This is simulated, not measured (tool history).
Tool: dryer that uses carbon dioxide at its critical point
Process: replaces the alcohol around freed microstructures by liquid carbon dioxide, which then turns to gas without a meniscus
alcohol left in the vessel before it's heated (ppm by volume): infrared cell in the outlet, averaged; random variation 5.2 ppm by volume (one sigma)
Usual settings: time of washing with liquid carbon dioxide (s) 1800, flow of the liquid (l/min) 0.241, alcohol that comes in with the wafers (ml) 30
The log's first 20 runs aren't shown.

| run | hour | time of washing with liquid carbon dioxide (s) | flow of the liquid (l/min) | alcohol that comes in with the wafers (ml) | hours of work since the filter was changed | hours of work since the purifier's bed was changed | alcohol left in the vessel before it's heated (ppm by volume) |
|---|---|---|---|---|---|---|---|
| 21 | 441.1 | 1500 | 0.241 | 30 | 247 | 711 | 542 |
| 22 | 471.9 | 1800 | 0.241 | 30 | 261 | 726 | 317 |
| 23 | 485.8 | 1800 | 0.241 | 30 | 268 | 733 | 343 |
| 24 | 516.0 | 1140 | 0.241 | 30 | 283 | 748 | 1371 |
| 25 | 531.2 | 1140 | 0.365 | 93 | 290 | 755 | 936 |
| 26 | 559.8 | 1440 | 0.158 | 95 | 304 | 769 | 6223 |
| 27 | 581.1 | 1440 | 0.158 | 95 | 314 | 779 | 6372 |
|  | 612.5 | inlet filter changed |
| 28 | 612.5 | 1800 | 0.291 | 28 | 0 | 794 | 198 |
| 29 | 640.5 | 1440 | 0.385 | 28 | 14 | 808 | 192 |
| 30 | 657.2 | 1560 | 0.241 | 26 | 22 | 816 | 367 |
| 31 | 672.5 | 1560 | 0.241 | 30 | 29 | 823 | 396 |
| 32 | 697.3 | 2580 | 0.203 | 38 | 41 | 835 | 221 |
| 33 | 726.6 | 2040 | 0.241 | 30 | 55 | 849 | 237 |
| 34 | 747.0 | 2040 | 0.241 | 30 | 65 | 859 | 236 |
| 35 | 764.2 | 2160 | 0.206 | 30 | 74 | 868 | 270 |
| 36 | 794.2 | 1320 | 0.156 | 49 | 88 | 882 | 3474 |
| 37 | 807.1 | 1680 | 0.348 | 66 | 94 | 888 | 244 |
| 38 | 825.9 | 1680 | 0.364 | 66 | 103 | 897 | 225 |
| 39 | 842.4 | 1800 | 0.316 | 59 | 111 | 905 | 250 |
| 40 | 871.1 | 1200 | 0.406 | 30 | 125 | 919 | 267 |
| 41 | 891.8 | 1200 | 0.406 | 30 | 135 | 929 | 266 |
| 42 | 906.8 | 1200 | 0.406 | 30 | 143 | 937 | 284 |
| 43 | 921.6 | 1800 | 0.161 | 98 | 150 | 944 | 2662 |

Run 44 comes next. What will it give?
| 44 | 941.6 | 1080 | 0.148 | 30 | 160 | 954 | ? |

alcohol left in the vessel before it's heated (ppm by volume): 4176
Without the tool's hidden state the same run would have given alcohol left in the vessel before it's heated (ppm by volume) 3443.

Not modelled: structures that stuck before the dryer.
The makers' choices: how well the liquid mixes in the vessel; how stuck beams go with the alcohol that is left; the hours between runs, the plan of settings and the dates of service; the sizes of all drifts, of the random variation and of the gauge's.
